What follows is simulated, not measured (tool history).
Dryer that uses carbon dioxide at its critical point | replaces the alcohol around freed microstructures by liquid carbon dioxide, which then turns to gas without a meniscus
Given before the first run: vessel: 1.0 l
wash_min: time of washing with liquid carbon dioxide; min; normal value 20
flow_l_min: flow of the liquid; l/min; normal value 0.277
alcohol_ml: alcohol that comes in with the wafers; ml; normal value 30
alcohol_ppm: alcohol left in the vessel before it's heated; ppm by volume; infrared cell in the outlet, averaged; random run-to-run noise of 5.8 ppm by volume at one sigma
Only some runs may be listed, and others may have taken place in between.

run,hour,wash_min,flow_l_min,alcohol_ml,alcohol_ppm
1,0,20,0.277,30,283
2,19.9,20,0.215,30,753
3,39.6,20,0.215,30,780
4,61.1,20,0.277,23,250
5,86.5,20,0.277,23,251
6,103.3,20,0.185,23,1041
7,118.8,20,0.431,30,120
8,142.8,20,0.431,30,115
9,172,20,0.431,30,132
10,204.2,20,0.384,30,135
11,221.3,20,0.384,30,153
12,252,13,0.384,30,466
13,271.4,30,0.458,20,138
14,299.9,23,0.173,33,1348
15,329.9,23,0.173,33,1402
16,360.2,20,0.277,73,805
17,380.6,20,0.277,73,826
18,399.2,20,0.277,73,810
19,422.7,23,0.229,26,483
20,440.2,20,0.255,50,843
21,463.1,23,0.277,30,300

Table of differences, measured result less the result of that run with no hidden state. Run-to-run variation is the same in both. Gauge scatter possibly is not:
Unlogged tool condition in this case: flow that reaches the vessel past the clogged filter, %; alcohol in the recycled carbon dioxide, ppm; drift of the gauge itself on alcohol_ppm, %.
run,alcohol_ppm
1,+84
2,+100
3,+113
4,+101
5,+107
6,+157
7,+100
8,+102
9,+112
10,+114
11,+121
12,+186
13,+122
14,+338
15,+373
16,+323
17,+341
18,+345
19,+240
20,+359
21,+203

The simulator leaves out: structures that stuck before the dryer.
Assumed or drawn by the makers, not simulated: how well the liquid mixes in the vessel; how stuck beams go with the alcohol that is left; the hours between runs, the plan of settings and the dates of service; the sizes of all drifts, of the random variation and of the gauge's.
